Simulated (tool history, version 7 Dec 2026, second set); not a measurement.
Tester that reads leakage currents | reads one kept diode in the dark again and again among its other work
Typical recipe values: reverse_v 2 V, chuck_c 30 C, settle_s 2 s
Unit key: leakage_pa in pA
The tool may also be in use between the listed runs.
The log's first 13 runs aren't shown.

run,hour,reverse_v,chuck_c,settle_s,leakage_pa
14,510,2,30,2,158.35
15,549.5,2,30,2,158.63
16,597.4,2,30,2,157.75
17,624.7,2,30,2,158.74
18,669.3,2,30,2,158.73
19,700.6,2,30,2,159.01
20,729.5,2,30,2,157.98
21,779.4,19.99,30,8.07,339.45
22,824.6,2.11,21,8.07,69.39
23,868.5,2.11,21,8.07,69.34
24,928.4,1.07,22,4.93,61.13
25,979.3,1.07,45,4.93,481.13
26,1042.2,14.45,42,8.66,878.27
27,1091.7,2,47,2.74,697.2
28,1122.7,1.43,21,1.67,61.29
29,1178.2,15.37,30,0.91,314.74
30,1228.9,13.81,52,1.08,1966.96
31,1281.3,2,32,2,190.56
32,1336.5,10.47,32,2,332.71
33,1366.3,10.47,23,0.5,147.04
# hour 1408.1: probe card cleaned and baked
34,1418.7,18.72,21,3.52,141.64
35,1481.1,17.81,21,8.28,140.75
36,1514.8,17.81,48,8.28,1557.52
37,1566.2,9.86,39,0.48,601.49
38,1618.4,2,31,2,176.41

Run 39, settings as shown, results not yet in. Your forecast:
39,1650.6,12.46,21,0.65,?

leakage_pa: 126.3 pA
Had the tool carried no hidden state, the very same run would have given leakage_pa 124.7 pA.
